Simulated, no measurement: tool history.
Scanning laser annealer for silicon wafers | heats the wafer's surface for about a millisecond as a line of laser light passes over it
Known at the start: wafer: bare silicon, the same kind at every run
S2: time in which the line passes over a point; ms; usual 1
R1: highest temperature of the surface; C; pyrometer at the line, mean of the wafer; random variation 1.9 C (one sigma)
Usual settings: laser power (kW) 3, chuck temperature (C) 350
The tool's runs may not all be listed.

run 1 hour=0 | laser_power_(kW)=3 S2=1 chuck_temperature_(C)=350 | R1=1094
run 2 hour=7.7 | laser_power_(kW)=3 S2=1 chuck_temperature_(C)=350 | R1=1094
run 3 hour=18.7 | laser_power_(kW)=3 S2=1 chuck_temperature_(C)=324 | R1=1065
run 4 hour=30.6 | laser_power_(kW)=3 S2=1 chuck_temperature_(C)=324 | R1=1071
run 5 hour=36 | laser_power_(kW)=3 S2=1 chuck_temperature_(C)=340 | R1=1082
run 6 hour=47.7 | laser_power_(kW)=3 S2=1 chuck_temperature_(C)=340 | R1=1085
run 7 hour=58.2 | laser_power_(kW)=3 S2=1 chuck_temperature_(C)=340 | R1=1081
run 8 hour=66.3 | laser_power_(kW)=2.615 S2=1 chuck_temperature_(C)=350 | R1=1007
run 9 hour=72.9 | laser_power_(kW)=3 S2=1.07 chuck_temperature_(C)=350 | R1=1113
run 10 hour=81.2 | laser_power_(kW)=3 S2=1.07 chuck_temperature_(C)=350 | R1=1113
-- hour=83.9 window over the wafer cleaned
run 11 hour=94 | laser_power_(kW)=2.985 S2=0.96 chuck_temperature_(C)=357 | R1=1078
run 12 hour=100 | laser_power_(kW)=2.865 S2=0.86 chuck_temperature_(C)=356 | R1=1019
run 13 hour=106 | laser_power_(kW)=2.677 S2=0.86 chuck_temperature_(C)=325 | R1=950
-- hour=110.6 window over the wafer cleaned, once more
run 14 hour=119.1 | laser_power_(kW)=2.608 S2=0.71 chuck_temperature_(C)=325 | R1=891
run 15 hour=128.4 | laser_power_(kW)=2.608 S2=0.71 chuck_temperature_(C)=325 | R1=889
run 16 hour=139.7 | laser_power_(kW)=3.006 S2=1.07 chuck_temperature_(C)=350 | R1=1119
run 17 hour=151.3 | laser_power_(kW)=3.006 S2=1.07 chuck_temperature_(C)=350 | R1=1115
run 18 hour=158 | laser_power_(kW)=3.006 S2=1.07 chuck_temperature_(C)=350 | R1=1118

3 ways to go on from here, each from the tool as it stands after run 18. What would each give?
run A hour=169.4 | laser_power_(kW)=3.006 S2=0.8 chuck_temperature_(C)=322 | R1=?
run B hour=169.4 | laser_power_(kW)=3.083 S2=0.94 chuck_temperature_(C)=367 | R1=?
run C hour=169.4 | laser_power_(kW)=2.569 S2=1.07 chuck_temperature_(C)=350 | R1=?

run=A R1=1000
run=B R1=1107
run=C R1=1015
Without the tool's hidden state the same runs would have given:
run=A R1=1011
run=B R1=1120
run=C R1=1026

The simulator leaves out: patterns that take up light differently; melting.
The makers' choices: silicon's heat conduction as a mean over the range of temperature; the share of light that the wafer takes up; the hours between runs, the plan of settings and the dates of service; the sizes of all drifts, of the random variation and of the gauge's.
